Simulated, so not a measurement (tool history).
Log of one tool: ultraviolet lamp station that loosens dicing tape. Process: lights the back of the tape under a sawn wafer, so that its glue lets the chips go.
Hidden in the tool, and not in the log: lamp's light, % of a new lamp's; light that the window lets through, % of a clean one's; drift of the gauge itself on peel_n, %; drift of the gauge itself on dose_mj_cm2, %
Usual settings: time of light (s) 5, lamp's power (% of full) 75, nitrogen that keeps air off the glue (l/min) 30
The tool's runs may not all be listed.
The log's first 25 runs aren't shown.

run    hour  time of light (s)  lamp's power (% of full)  nitrogen that keeps air off the glue (l/min)  hours of work of the lamp  hours of work since the window was cleaned  force that peels the tape off (N)  light that reached the tape (mJ/cm²)
 26  1061.4                  7                        68                                            28                        850                                         409                              0.500                                   297
 27  1109.2                  7                        69                                            14                        885                                         444                              0.908                                   293
     1128.0  -- window cleaned of glue's vapour
 28  1148.5                  7                        69                                            14                        914                                          15                              0.783                                   322
 29  1207.3                 10                        89                                            30                        958                                          59                              0.238                                   580
 30  1262.6                  4                        75                                            24                        999                                         100                              1.280                                   195
 31  1312.6                  4                        80                                            53                       1036                                         137                              0.672                                   198
 32  1347.9                  5                        75                                            27                       1062                                         163                              0.847                                   227
 33  1403.6                  5                        70                                            14                       1103                                         204                              1.664                                   208
 34  1442.3                  5                        70                                            14                       1132                                         233                              1.776                                   202
 35  1486.1                  6                        75                                            11                       1164                                         265                              1.376                                   259
 36  1516.8                  3                        65                                            26                       1187                                         288                              2.728                                   111
 37  1545.5                  2                        75                                            12                       1208                                         309                              4.420                                    80
 38  1597.8                  2                        75                                            12                       1247                                         348                              4.370                                    85
 39  1642.1                  3                        75                                            53                       1280                                         381                              1.656                                   119

Forecast each of these 3 alternatives for the next run:
     1682.0  -- lamp changed
  A  1688.3                  6                        64                                            24                          5                                         414                                  ?                                     ?
     1682.0  -- lamp changed
  B  1688.3                  4                        64                                            46                          5                                         414                                  ?                                     ?
     1682.0  -- lamp changed
  C  1688.3                  3                        80                                            53                          5                                         414                                  ?                                     ?

run  force that peels the tape off (N)  light that reached the tape (mJ/cm²)
  A                              0.525                                   314
  B                              0.701                                   209
  C                              0.702                                   199
Without the tool's hidden state the same runs would have given:
run  force that peels the tape off (N)  light that reached the tape (mJ/cm²)
  A                              0.429                                   351
  B                              0.568                                   233
  C                              0.569                                   223
